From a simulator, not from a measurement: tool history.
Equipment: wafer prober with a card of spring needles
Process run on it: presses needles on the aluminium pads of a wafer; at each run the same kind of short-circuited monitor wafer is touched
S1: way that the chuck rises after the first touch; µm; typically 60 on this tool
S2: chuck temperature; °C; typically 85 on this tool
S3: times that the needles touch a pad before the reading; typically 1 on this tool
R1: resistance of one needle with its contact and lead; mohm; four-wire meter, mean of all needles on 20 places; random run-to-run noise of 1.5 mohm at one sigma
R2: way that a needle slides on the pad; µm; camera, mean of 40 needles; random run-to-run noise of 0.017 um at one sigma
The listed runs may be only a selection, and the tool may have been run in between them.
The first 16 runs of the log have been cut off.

run	hour	S1	S2	S3	R1	R2
# hour 474.5: tips cleaned on abrasive film
17	485.3	66	52	1	137	11.41
# hour 493.1: tips cleaned on abrasive film
18	508.4	66	52	1	135	11.42
# hour 510.7: tips cleaned on abrasive film
# hour 530.2: tips cleaned on abrasive film
# hour 547.1: tips cleaned on abrasive film
19	548.1	60	84	1	140	10.43
# hour 564.3: tips cleaned on abrasive film
# hour 581.7: tips cleaned on abrasive film
20	581.7	60	84	1	146	10.41
# hour 601.1: tips cleaned on abrasive film
21	607.6	60	84	1	142	10.43
# hour 621: tips cleaned on abrasive film
22	629.2	60	84	1	144	10.41
# hour 640: tips cleaned on abrasive film
# hour 658.6: tips cleaned on abrasive film
23	662	58	103	1	145	10.08
# hour 675.7: tips cleaned on abrasive film
# hour 695.6: tips cleaned on abrasive film
24	699.3	54	85	1	145	9.4
# hour 712.3: tips cleaned on abrasive film
# hour 729.9: tips cleaned on abrasive film
25	734	71	63	1	135	12.38
# hour 748.8: tips cleaned on abrasive film
# hour 769: tips cleaned on abrasive film
26	778.7	71	63	1	135	12.34
# hour 788.9: tips cleaned on abrasive film
# hour 795.2: height of the first contact set anew
# hour 808.3: tips cleaned on abrasive film
27	816.8	71	63	2	134	12.44
# hour 826.4: tips cleaned on abrasive film
# hour 844.6: tips cleaned on abrasive film
28	847.1	71	63	2	137	12.43
# hour 863.1: tips cleaned on abrasive film
# hour 882.2: tips cleaned on abrasive film
29	890.9	61	63	1	137	10.71
# hour 901.8: tips cleaned on abrasive film
# hour 918.9: tips cleaned on abrasive film
30	918.9	70	116	1	143	12.27
# hour 937.5: tips cleaned on abrasive film
31	948	60	98	2	145	10.57

Alternative continuations, all from the tool just after run 31; predict every row:
# hour 956: tips cleaned on abrasive film
# hour 974: tips cleaned on abrasive film
A	985	60	98	1	?	?
# hour 956: tips cleaned on abrasive film
# hour 974: tips cleaned on abrasive film
B	985	60	85	1	?	?
# hour 956: tips cleaned on abrasive film
# hour 974: tips cleaned on abrasive film
C	985	60	105	2	?	?
# hour 956: tips cleaned on abrasive film
# hour 974: tips cleaned on abrasive film
D	985	43	27	2	?	?

run	R1	R2
A	144	10.58
B	140	10.55
C	146	10.52
D	141	7.56
The same runs, with their run-to-run variation unchanged, on a tool lacking any hidden condition would have given:
run	R1	R2
A	143	10.28
B	140	10.25
C	146	10.22
D	141	7.35
